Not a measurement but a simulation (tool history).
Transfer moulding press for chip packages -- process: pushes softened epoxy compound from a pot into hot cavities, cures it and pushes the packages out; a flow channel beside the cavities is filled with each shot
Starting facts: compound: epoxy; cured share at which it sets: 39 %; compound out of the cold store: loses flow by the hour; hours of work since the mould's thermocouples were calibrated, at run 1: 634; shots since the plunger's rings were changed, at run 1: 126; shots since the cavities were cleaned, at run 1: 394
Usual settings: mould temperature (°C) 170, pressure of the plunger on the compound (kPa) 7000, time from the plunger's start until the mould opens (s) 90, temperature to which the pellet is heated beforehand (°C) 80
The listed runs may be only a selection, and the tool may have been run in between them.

| run | hour | mould temperature (°C) | pressure of the plunger on the compound (kPa) | time from the plunger's start until the mould opens (s) | temperature to which the pellet is heated beforehand (°C) | hours of work since the mould's thermocouples were calibrated | shots since the plunger's rings were changed | shots since the cavities were cleaned | incoming compound's hours out of the cold store | length that the compound runs in the flow channel (mm) | greatest force on the pins that push the packages out (N) |
|---|---|---|---|---|---|---|---|---|---|---|---|
| 1 | 0 | 170 | 7000 | 90 | 80 | 634 | 126 | 394 | 11.8 | 927 | 696 |
| 2 | 20.2 | 170 | 7000 | 126 | 80 | 647 | 363 | 631 | 20.3 | 893 | 515 |
| 3 | 38.2 | 170 | 7000 | 90 | 87 | 658 | 575 | 843 | 39.5 | 813 | 768 |
|  | 60.4 | cavities cleaned with cleaning compound and waxed |
| 4 | 60.5 | 170 | 7000 | 90 | 87 | 671 | 820 | 1 | 29.6 | 843 | 439 |
| 5 | 82.5 | 170 | 7000 | 90 | 87 | 685 | 1078 | 259 | 46.7 | 801 | 554 |
|  | 99.4 | mould's thermocouples calibrated |
| 6 | 103.4 | 170 | 7000 | 90 | 87 | 3 | 1302 | 483 | 46.8 | 797 | 734 |
| 7 | 120.5 | 170 | 7000 | 90 | 87 | 13 | 1503 | 684 | 27.1 | 870 | 836 |
| 8 | 130.9 | 170 | 7000 | 94 | 87 | 20 | 1624 | 805 | 33.9 | 838 | 805 |
| 9 | 151.3 | 170 | 7000 | 103 | 80 | 33 | 1865 | 1046 | 10 | 917 | 781 |
|  | 156 | cavities cleaned with cleaning compound and waxed |
| 10 | 176.4 | 170 | 7000 | 90 | 80 | 48 | 2142 | 240 | 34.2 | 828 | 666 |
| 11 | 191.5 | 170 | 7000 | 90 | 80 | 57 | 2320 | 418 | 30.5 | 840 | 750 |
| 12 | 215.5 | 170 | 7000 | 90 | 80 | 72 | 2602 | 700 | 44.5 | 795 | 839 |
| 13 | 238.6 | 170 | 7000 | 90 | 80 | 87 | 2873 | 971 | 16.7 | 880 | 965 |
|  | 249.5 | cavities cleaned with cleaning compound and waxed |
| 14 | 259.5 | 170 | 7000 | 90 | 80 | 99 | 3102 | 117 | 35.4 | 822 | 575 |
| 15 | 274 | 171 | 7000 | 112 | 80 | 108 | 3273 | 288 | 31.6 | 832 | 476 |
| 16 | 288.5 | 170 | 6530 | 92 | 80 | 117 | 3443 | 458 | 28.2 | 809 | 767 |
|  | 293 | plunger's sealing rings changed |
| 17 | 314 | 170 | 6530 | 92 | 80 | 131 | 247 | 728 | 22.1 | 861 | 875 |
| 18 | 337.2 | 171 | 7450 | 110 | 83 | 146 | 521 | 1002 | 23.7 | 908 | 650 |
|  | 345.4 | cavities cleaned with cleaning compound and waxed |
| 19 | 358.7 | 170 | 7320 | 87 | 86 | 159 | 756 | 156 | 8.2 | 958 | 716 |
| 20 | 369.1 | 170 | 7320 | 87 | 86 | 165 | 878 | 278 | 14.1 | 928 | 758 |
| 21 | 380.7 | 170 | 7320 | 87 | 86 | 173 | 1015 | 415 | 34.2 | 855 | 781 |
| 22 | 405.5 | 170 | 5710 | 116 | 71 | 188 | 1307 | 707 | 35.5 | 758 | 612 |
| 23 | 421.1 | 170 | 7000 | 84 | 80 | 198 | 1490 | 890 | 18.4 | 900 | 1099 |
|  | 438.5 | cavities cleaned with cleaning compound and waxed |
| 24 | 441.1 | 170 | 7000 | 84 | 80 | 210 | 1707 | 30 | 38.8 | 824 | 633 |
| 25 | 464 | 169 | 7000 | 78 | 80 | 224 | 1977 | 300 | 18.4 | 888 | 1117 |
| 26 | 483.9 | 169 | 7000 | 78 | 80 | 236 | 2211 | 534 | 32.8 | 835 | 1231 |
| 27 | 498.5 | 169 | 7000 | 78 | 80 | 246 | 2383 | 706 | 30.8 | 834 | 1366 |
| 28 | 510.1 | 176 | 8280 | 72 | 74 | 253 | 2519 | 842 | 22.5 | 903 | 1135 |

For some of the steps in length that the compound runs in the flow channel (mm) from one run to the next: how much would appear even if the tool had no hidden state, given the settings, what came in and random variation, and how much remains for the hidden state plus any gauge scatter that the measured result and the result without hidden state don't share?
The tool's hidden condition here consists of: true mould temperature over the reading, C; pressure that reaches the compound, % of what is set; grip of the stained cavities, % over clean ones'; drift of the gauge itself on flow_mm, %; drift of the gauge itself on push_out_n, %.
Run 12 -> 13: nothing adjusted, nothing logged. length that the compound runs in the flow channel (mm) +85: hidden state -5, all else +90.
Run 16 -> 17: plunger's sealing rings changed. length that the compound runs in the flow channel (mm) +52: hidden state +29, all else +23.
Run 21 -> 22: pressure of the plunger on the compound (kPa) 7320 -> 5710, time from the plunger's start until the mould opens (s) 87 -> 116, temperature to which the pellet is heated beforehand (°C) 86 -> 71. length that the compound runs in the flow channel (mm) -97: hidden state -1, all else -96.
Run 22 -> 23: pressure of the plunger on the compound (kPa) 5710 -> 7000, time from the plunger's start until the mould opens (s) 116 -> 84, temperature to which the pellet is heated beforehand (°C) 71 -> 80. length that the compound runs in the flow channel (mm) +142: hidden state -5, all else +147.
